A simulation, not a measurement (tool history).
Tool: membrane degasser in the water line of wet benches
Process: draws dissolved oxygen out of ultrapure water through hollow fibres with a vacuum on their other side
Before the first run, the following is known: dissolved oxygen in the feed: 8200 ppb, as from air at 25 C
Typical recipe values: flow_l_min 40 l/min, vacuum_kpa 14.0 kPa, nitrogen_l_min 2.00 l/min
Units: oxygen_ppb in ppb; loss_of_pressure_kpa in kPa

run 1 hour=0.0 | flow_l_min=40 vacuum_kpa=14.0 nitrogen_l_min=2.00 | oxygen_ppb=499.2 loss_of_pressure_kpa=49.88
run 2 hour=110.0 | flow_l_min=40 vacuum_kpa=14.0 nitrogen_l_min=2.00 | oxygen_ppb=503.9 loss_of_pressure_kpa=49.91
run 3 hour=184.0 | flow_l_min=40 vacuum_kpa=14.0 nitrogen_l_min=2.00 | oxygen_ppb=509.4 loss_of_pressure_kpa=49.98
run 4 hour=302.0 | flow_l_min=40 vacuum_kpa=14.0 nitrogen_l_min=2.00 | oxygen_ppb=508.2 loss_of_pressure_kpa=49.50
run 5 hour=431.3 | flow_l_min=40 vacuum_kpa=14.0 nitrogen_l_min=2.00 | oxygen_ppb=509.5 loss_of_pressure_kpa=49.64
run 6 hour=542.7 | flow_l_min=40 vacuum_kpa=14.0 nitrogen_l_min=2.00 | oxygen_ppb=504.8 loss_of_pressure_kpa=50.13
run 7 hour=639.8 | flow_l_min=40 vacuum_kpa=14.0 nitrogen_l_min=2.00 | oxygen_ppb=515.5 loss_of_pressure_kpa=49.42
run 8 hour=748.7 | flow_l_min=40 vacuum_kpa=14.0 nitrogen_l_min=2.00 | oxygen_ppb=511.0 loss_of_pressure_kpa=49.75
run 9 hour=869.4 | flow_l_min=40 vacuum_kpa=14.0 nitrogen_l_min=2.00 | oxygen_ppb=507.7 loss_of_pressure_kpa=49.74
run 10 hour=948.1 | flow_l_min=40 vacuum_kpa=14.0 nitrogen_l_min=2.00 | oxygen_ppb=509.3 loss_of_pressure_kpa=49.90
run 11 hour=1046.8 | flow_l_min=40 vacuum_kpa=14.3 nitrogen_l_min=2.00 | oxygen_ppb=521.2 loss_of_pressure_kpa=49.79
run 12 hour=1178.4 | flow_l_min=40 vacuum_kpa=14.3 nitrogen_l_min=2.00 | oxygen_ppb=525.4 loss_of_pressure_kpa=49.38
run 13 hour=1284.8 | flow_l_min=40 vacuum_kpa=14.3 nitrogen_l_min=2.00 | oxygen_ppb=518.4 loss_of_pressure_kpa=49.49
run 14 hour=1419.5 | flow_l_min=40 vacuum_kpa=14.3 nitrogen_l_min=2.00 | oxygen_ppb=516.9 loss_of_pressure_kpa=49.12
run 15 hour=1483.9 | flow_l_min=48 vacuum_kpa=19.9 nitrogen_l_min=2.31 | oxygen_ppb=794.5 loss_of_pressure_kpa=59.21
run 16 hour=1574.1 | flow_l_min=48 vacuum_kpa=19.9 nitrogen_l_min=2.31 | oxygen_ppb=801.4 loss_of_pressure_kpa=59.31
run 17 hour=1664.6 | flow_l_min=48 vacuum_kpa=19.9 nitrogen_l_min=2.31 | oxygen_ppb=794.3 loss_of_pressure_kpa=59.22
run 18 hour=1789.8 | flow_l_min=49 vacuum_kpa=12.7 nitrogen_l_min=2.71 | oxygen_ppb=480.2 loss_of_pressure_kpa=60.51
run 19 hour=1924.1 | flow_l_min=49 vacuum_kpa=12.7 nitrogen_l_min=2.71 | oxygen_ppb=474.8 loss_of_pressure_kpa=60.60
run 20 hour=2017.5 | flow_l_min=49 vacuum_kpa=12.7 nitrogen_l_min=2.71 | oxygen_ppb=475.0 loss_of_pressure_kpa=59.98
run 21 hour=2121.7 | flow_l_min=51 vacuum_kpa=23.2 nitrogen_l_min=1.14 | oxygen_ppb=1592.1 loss_of_pressure_kpa=62.75
run 22 hour=2185.4 | flow_l_min=51 vacuum_kpa=23.2 nitrogen_l_min=1.14 | oxygen_ppb=1558.1 loss_of_pressure_kpa=62.43
run 23 hour=2303.8 | flow_l_min=30 vacuum_kpa=14.0 nitrogen_l_min=1.13 | oxygen_ppb=593.5 loss_of_pressure_kpa=36.53
run 24 hour=2426.5 | flow_l_min=48 vacuum_kpa=14.0 nitrogen_l_min=1.23 | oxygen_ppb=875.9 loss_of_pressure_kpa=58.95
run 25 hour=2506.0 | flow_l_min=48 vacuum_kpa=14.0 nitrogen_l_min=1.23 | oxygen_ppb=876.8 loss_of_pressure_kpa=59.00
run 26 hour=2623.9 | flow_l_min=40 vacuum_kpa=8.7 nitrogen_l_min=2.00 | oxygen_ppb=292.6 loss_of_pressure_kpa=49.14

Not shown here: 1 entry made in the log between runs. Locate each between two listed runs and compare the hidden state at the listed run before it with the hidden state at the listed run after it:
Runs 2 to 3: vacuum gauge calibrated (hour 121.2)
  true pressure behind the membrane over the reading, kPa: 0.01 -> 0; drift of the gauge itself on loss_of_pressure_kpa, %: -0.1 -> -0.16
  difference, measured minus the result without the unlogged condition, loss_of_pressure_kpa: +0.00 -> -0.04 kPa
